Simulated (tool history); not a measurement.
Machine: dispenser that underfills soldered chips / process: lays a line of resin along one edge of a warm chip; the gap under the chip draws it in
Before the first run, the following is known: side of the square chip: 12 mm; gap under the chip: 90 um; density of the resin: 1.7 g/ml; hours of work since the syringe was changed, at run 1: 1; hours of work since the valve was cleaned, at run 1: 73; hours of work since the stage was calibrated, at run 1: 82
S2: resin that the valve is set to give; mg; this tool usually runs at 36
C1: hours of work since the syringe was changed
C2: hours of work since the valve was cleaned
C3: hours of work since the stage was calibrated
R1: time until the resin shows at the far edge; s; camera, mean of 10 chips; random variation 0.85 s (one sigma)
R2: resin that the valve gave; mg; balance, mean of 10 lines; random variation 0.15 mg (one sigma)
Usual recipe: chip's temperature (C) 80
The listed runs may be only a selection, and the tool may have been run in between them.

Run 1, day 0: usual settings; C1 1; C2 73; C3 82. Result: R1 80.7 s, R2 34.5 mg.
Run 2, day 0.238: usual settings but S2 43.6 mg; C1 5; C2 76; C3 85. Result: R1 91.1 s, R2 41.78 mg.
At day 0.45: new syringe of resin.
Run 3, day 0.562: usual settings but S2 43.6 mg; C1 2; C2 81; C3 90. Result: R1 83.4 s, R2 41.79 mg.
Run 4, day 0.75: usual settings; C1 4; C2 83; C3 92. Result: R1 92.9 s, R2 34.68 mg.
Run 5, day 0.933: usual settings but S2 36.8 mg; C1 7; C2 86; C3 95. Result: R1 100.8 s, R2 34.99 mg.
At day 0.962: new syringe of resin.
Run 6, day 1.183: usual settings but S2 36.8 mg; C1 3; C2 89; C3 98. Result: R1 87.1 s, R2 35.36 mg.
Run 7, day 1.346: usual settings; C1 6; C2 92; C3 101. Result: R1 95.6 s, R2 34.41 mg.
At day 1.475: new syringe of resin.
Run 8, day 1.721: usual settings; C1 4; C2 97; C3 106. Result: R1 88.7 s, R2 34.35 mg.
Run 9, day 1.871: usual settings; C1 6; C2 99; C3 108. Result: R1 95.2 s, R2 34.15 mg.
At day 1.996: new syringe of resin.
Run 10, day 2.125: usual settings; C1 2; C2 103; C3 112. Result: R1 82 s, R2 34.24 mg.
Run 11, day 2.446: usual settings; C1 6; C2 107; C3 116. Result: R1 97 s, R2 34.17 mg.

The next listed run, before its measurement:
At day 2.517: new syringe of resin.
Run 12, day 2.633: usual settings but chip's temperature (C) 88, S2 39.1 mg; C1 2; C2 110; C3 119. Result: R1 ?, R2 ?.

R1: 57.6 s
R2: 36.63 mg
With the hidden condition absent and the run-to-run variation left alone, this run would have shown R1 56.2 s, R2 38.77 mg.

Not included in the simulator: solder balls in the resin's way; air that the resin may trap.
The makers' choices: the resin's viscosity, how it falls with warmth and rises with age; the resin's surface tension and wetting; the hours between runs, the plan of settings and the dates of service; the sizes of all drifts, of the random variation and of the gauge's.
